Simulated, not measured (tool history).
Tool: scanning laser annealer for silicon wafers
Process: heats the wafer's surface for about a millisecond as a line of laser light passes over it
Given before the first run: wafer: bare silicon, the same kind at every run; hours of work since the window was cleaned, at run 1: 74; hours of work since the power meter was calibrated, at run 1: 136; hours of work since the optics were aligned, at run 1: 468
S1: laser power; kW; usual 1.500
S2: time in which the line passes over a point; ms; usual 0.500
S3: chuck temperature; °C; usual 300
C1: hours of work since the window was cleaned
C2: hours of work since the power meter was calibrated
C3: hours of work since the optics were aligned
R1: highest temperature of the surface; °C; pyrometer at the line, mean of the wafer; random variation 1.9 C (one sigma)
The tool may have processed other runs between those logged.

run   hour     S1     S2   S3   C1   C2   C3    R1
  1    0.0  1.500  0.500  300   74  136  468  1131
  2   13.1  1.500  0.500  300   84  146  478  1130
  3   26.0  1.500  0.500  300   94  156  488  1132
  4   36.0  1.500  0.509  300  102  163  496  1141
  5   51.1  1.500  0.509  300  113  175  508  1143
  6   64.7  1.500  0.500  300  124  186  518  1132
  7   80.5  1.500  0.500  300  136  198  530  1133
  8   95.6  1.500  0.500  300  148  209  542  1128
  9  105.6  1.622  0.394  293  155  217  550  1081
 10  114.1  1.622  0.394  280  162  224  556  1069
     116.9  -- window over the wafer cleaned
 11  123.4  1.310  0.561  297    5  229  562  1052
 12  135.7  1.415  0.500  300   14  239  571  1072
 13  143.9  1.447  0.605  269   21  245  578  1152
 14  158.7  1.423  0.608  266   32  256  589  1140
     169.3  -- window over the wafer cleaned, once more
 15  170.9  1.582  0.477  324    1  264  597  1183

Selected run-to-run steps in R1, each split into two signed amounts: the part the tool would show with no hidden state at all (from settings, incoming material and random variation), and the remainder, which goes to the hidden state together with any gauge scatter not common to the measured and the hidden-state-free results:
Hidden conditions of the tool in this case: light that passes the window, % of a clean one's; laser's true power over the reading, %; width of the line over the set one, %; drift of the gauge itself on peak_c, C.
Run 12 -> 13: S1 1.415 -> 1.447, S2 0.500 -> 0.605, S3 300 -> 269. R1 +80 °C: hidden state -3, all else +83.
Run 14 -> 15: S1 1.423 -> 1.582, S2 0.608 -> 0.477, S3 266 -> 324, window over the wafer cleaned, once more. R1 +43 °C: hidden state +7, all else +36.
